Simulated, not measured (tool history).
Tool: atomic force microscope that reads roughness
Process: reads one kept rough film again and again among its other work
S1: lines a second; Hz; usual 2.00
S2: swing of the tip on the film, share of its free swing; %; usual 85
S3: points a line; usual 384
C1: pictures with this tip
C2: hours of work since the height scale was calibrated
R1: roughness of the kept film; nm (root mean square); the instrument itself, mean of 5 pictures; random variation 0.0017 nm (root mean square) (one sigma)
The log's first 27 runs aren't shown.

run     day    S1  S2   S3   C1   C2     R1
     50.508  -- height scale calibrated on a step standard
 28  51.588  0.88  83  925   73   11  0.547
 29  52.617  0.88  83  925   94   21  0.548
 30  55.092  1.78  72  384  145   46  0.539
     56.104  -- height scale calibrated on a step standard, once more
 31  56.554  1.78  82  327  174    5  0.513
     56.908  -- new tip fitted
 32  58.792  1.69  69  883   39   27  0.558
 33  61.167  2.00  89  325   87   51  0.490
 34  62.683  0.79  82  514  119   66  0.555
 35  64.312  0.79  82  514  152   82  0.552
     65.767  -- new tip fitted
 36  66.254  0.79  82  514   10  101  0.565
 37  67.750  0.79  82  514   40  116  0.559
 38  69.071  1.43  85  304   68  130  0.532
 39  71.154  0.58  85  384  110  151  0.560
 40  72.246  0.58  85  384  133  162  0.558
 41  74.392  0.58  85  384  177  183  0.554
     74.575  -- new tip fitted
 42  76.400  3.42  65  438   38  203  0.538
 43  78.588  0.85  84  391   83  225  0.552
 44  80.729  0.85  84  391  127  247  0.547
 45  82.712  1.62  84  748  168  267  0.520
     83.458  -- new tip fitted
 46  83.771  2.18  84  261    6  277  0.507
 47  85.029  0.68  59  546   32  290  0.582
 48  86.417  1.30  76  308   61  303  0.551
 49  88.067  1.30  76  308   94  320  0.547
 50  89.075  2.00  87  701  115  330  0.497
 51  91.567  2.00  85  486  166  355  0.496
     92.229  -- new tip fitted
 52  93.517  2.00  85  486   26  375  0.511

Forecast each of these 3 alternatives for the next run:
  A  95.167  2.89  84  384  60  391   ?
  B  95.167  1.45  85  384  60  391   ?
  C  95.167  0.99  87  486  60  391   ?

run     R1
  A  0.482
  B  0.525
  C  0.541
Without the tool's hidden state the same runs would have given:
run     R1
  A  0.487
  B  0.531
  C  0.547
